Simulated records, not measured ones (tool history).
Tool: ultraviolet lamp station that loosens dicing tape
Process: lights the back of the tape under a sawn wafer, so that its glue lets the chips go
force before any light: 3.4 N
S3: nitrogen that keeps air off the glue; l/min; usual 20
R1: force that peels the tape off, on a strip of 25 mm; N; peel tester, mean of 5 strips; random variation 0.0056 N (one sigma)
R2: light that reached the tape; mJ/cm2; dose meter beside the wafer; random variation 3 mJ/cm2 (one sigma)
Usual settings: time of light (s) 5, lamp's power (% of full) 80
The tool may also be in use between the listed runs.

{"run": 1, "day": 0.0, "time of light (s)": 5, "lamp's power (% of full)": 80, "S3": 20, "R1": 0.184, "R2": 351}
{"run": 2, "day": 1.225, "time of light (s)": 5, "lamp's power (% of full)": 80, "S3": 20, "R1": 0.198, "R2": 349}
{"run": 3, "day": 1.996, "time of light (s)": 3, "lamp's power (% of full)": 80, "S3": 20, "R1": 0.539, "R2": 207}
{"run": 4, "day": 2.821, "time of light (s)": 3, "lamp's power (% of full)": 80, "S3": 20, "R1": 0.547, "R2": 205}
{"run": 5, "day": 3.962, "time of light (s)": 5, "lamp's power (% of full)": 80, "S3": 20, "R1": 0.2, "R2": 343}
{"run": 6, "day": 4.796, "time of light (s)": 5, "lamp's power (% of full)": 80, "S3": 20, "R1": 0.211, "R2": 341}
{"run": 7, "day": 6.433, "time of light (s)": 5, "lamp's power (% of full)": 80, "S3": 20, "R1": 0.22, "R2": 332}
{"run": 8, "day": 8.017, "time of light (s)": 5, "lamp's power (% of full)": 80, "S3": 20, "R1": 0.214, "R2": 335}
{"run": 9, "day": 9.283, "time of light (s)": 5, "lamp's power (% of full)": 84, "S3": 22, "R1": 0.189, "R2": 337}
{"run": 10, "day": 10.954, "time of light (s)": 5, "lamp's power (% of full)": 91, "S3": 15, "R1": 0.243, "R2": 364}
{"run": 11, "day": 11.825, "time of light (s)": 5, "lamp's power (% of full)": 80, "S3": 28, "R1": 0.181, "R2": 316}
{"run": 12, "day": 13.125, "time of light (s)": 4, "lamp's power (% of full)": 81, "S3": 38, "R1": 0.24, "R2": 253}
{"run": 13, "day": 14.808, "time of light (s)": 4, "lamp's power (% of full)": 80, "S3": 38, "R1": 0.259, "R2": 244}
{"day": 15.062, "done": "window cleaned of glue's vapour"}
{"run": 14, "day": 16.271, "time of light (s)": 4, "lamp's power (% of full)": 80, "S3": 38, "R1": 0.188, "R2": 298}
{"run": 15, "day": 17.646, "time of light (s)": 4, "lamp's power (% of full)": 80, "S3": 38, "R1": 0.175, "R2": 292}
{"run": 16, "day": 18.792, "time of light (s)": 4, "lamp's power (% of full)": 66, "S3": 7, "R1": 0.826, "R2": 237}

Forecast each of these 5 alternatives for the next run:
{"run": "A", "day": 20.004, "time of light (s)": 5, "lamp's power (% of full)": 63, "S3": 14, "R1": "?", "R2": "?"}
{"run": "B", "day": 20.004, "time of light (s)": 5, "lamp's power (% of full)": 76, "S3": 9, "R1": "?", "R2": "?"}
{"run": "C", "day": 20.004, "time of light (s)": 5, "lamp's power (% of full)": 69, "S3": 6, "R1": "?", "R2": "?"}
{"run": "D", "day": 20.004, "time of light (s)": 5, "lamp's power (% of full)": 75, "S3": 6, "R1": "?", "R2": "?"}
{"run": "E", "day": 20.004, "time of light (s)": 2, "lamp's power (% of full)": 90, "S3": 19, "R1": "?", "R2": "?"}

run=A R1=0.404 R2=286
run=B R1=0.386 R2=339
run=C R1=0.611 R2=309
run=D R1=0.541 R2=336
run=E R1=0.79 R2=163
Without the tool's hidden state the same runs would have given:
run=A R1=0.264 R2=354
run=B R1=0.253 R2=420
run=C R1=0.424 R2=384
run=D R1=0.369 R2=417
run=E R1=0.572 R2=202

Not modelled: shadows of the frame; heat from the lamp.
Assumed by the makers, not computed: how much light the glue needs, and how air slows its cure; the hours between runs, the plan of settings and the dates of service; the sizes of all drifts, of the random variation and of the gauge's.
